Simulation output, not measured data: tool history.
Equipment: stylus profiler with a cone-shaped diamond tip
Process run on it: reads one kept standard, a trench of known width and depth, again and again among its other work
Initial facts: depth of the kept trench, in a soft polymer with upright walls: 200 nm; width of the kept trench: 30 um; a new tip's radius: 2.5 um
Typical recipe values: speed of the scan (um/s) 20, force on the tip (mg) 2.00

run,hour,speed of the scan (um/s),force on the tip (mg),depth of the trench (nm),width of the trench's floor (um)
1,0.0,20,2.00,203.50,27.81
2,13.5,20,2.00,203.58,27.82
3,24.0,8,2.00,203.51,27.86
4,34.1,20,2.00,203.41,27.85
5,44.9,20,2.00,203.29,27.85
6,68.9,20,1.51,203.03,27.82
7,86.8,29,2.00,203.50,27.75
8,97.0,29,2.00,203.49,27.77
9,111.7,29,2.00,203.50,27.79
10,134.6,29,2.00,203.45,27.74
11,153.3,29,2.00,203.40,27.78
12,169.4,29,2.00,203.57,27.79
13,187.3,29,2.00,203.56,27.78
14,212.0,29,2.00,203.32,27.75
15,224.5,29,0.85,202.28,27.74
16,248.2,29,0.85,202.34,27.63
17,271.3,29,0.85,202.33,27.66
18,285.9,20,2.00,203.36,27.84
19,310.4,20,2.00,203.63,27.80
20,320.9,42,2.00,203.51,27.63
21,342.8,20,2.00,203.42,27.80
22,363.1,20,2.00,203.41,27.81
23,384.7,20,2.00,203.69,27.85
24,406.7,20,0.81,202.28,27.80
25,428.0,20,0.81,202.34,27.73
# hour 429.8: height scale calibrated on a step standard
26,443.4,20,5.56,206.88,27.74
27,467.0,9,2.55,204.67,27.82
28,491.2,20,0.94,202.83,27.79
29,505.3,70,1.06,203.06,27.42
30,517.8,70,1.06,203.24,27.37
# hour 526.3: height scale calibrated on a step standard, once more
31,528.9,32,0.72,201.54,27.62
32,549.4,13,0.95,201.74,27.70
33,564.8,55,0.97,201.75,27.47
34,585.3,55,0.97,201.59,27.42
35,600.9,56,5.32,205.67,27.68
36,623.0,12,1.76,202.75,27.80
37,634.7,12,1.76,202.78,27.81
38,646.2,35,2.00,202.86,27.66
39,661.2,35,2.00,202.93,27.69
40,679.3,6,3.11,203.92,27.87
41,695.1,45,1.25,202.19,27.57
42,720.0,28,4.43,204.89,27.82
43,741.5,70,4.87,205.35,27.64
44,758.0,70,4.20,204.83,27.62
45,782.5,10,1.76,202.68,27.81
46,797.8,7,1.85,203.02,27.79

Alternative continuations, all from the tool just after run 46; predict every row:
A,808.9,32,2.34,?,?
B,808.9,25,2.02,?,?
C,808.9,27,1.46,?,?
D,808.9,7,4.24,?,?

run,depth of the trench (nm),width of the trench's floor (um)
A,203.25,27.69
B,203.08,27.74
C,202.28,27.73
D,204.79,27.82
What these runs would have given with no unlogged condition in the tool:
run,depth of the trench (nm),width of the trench's floor (um)
A,203.17,27.88
B,203.00,27.93
C,202.20,27.91
D,204.71,28.01
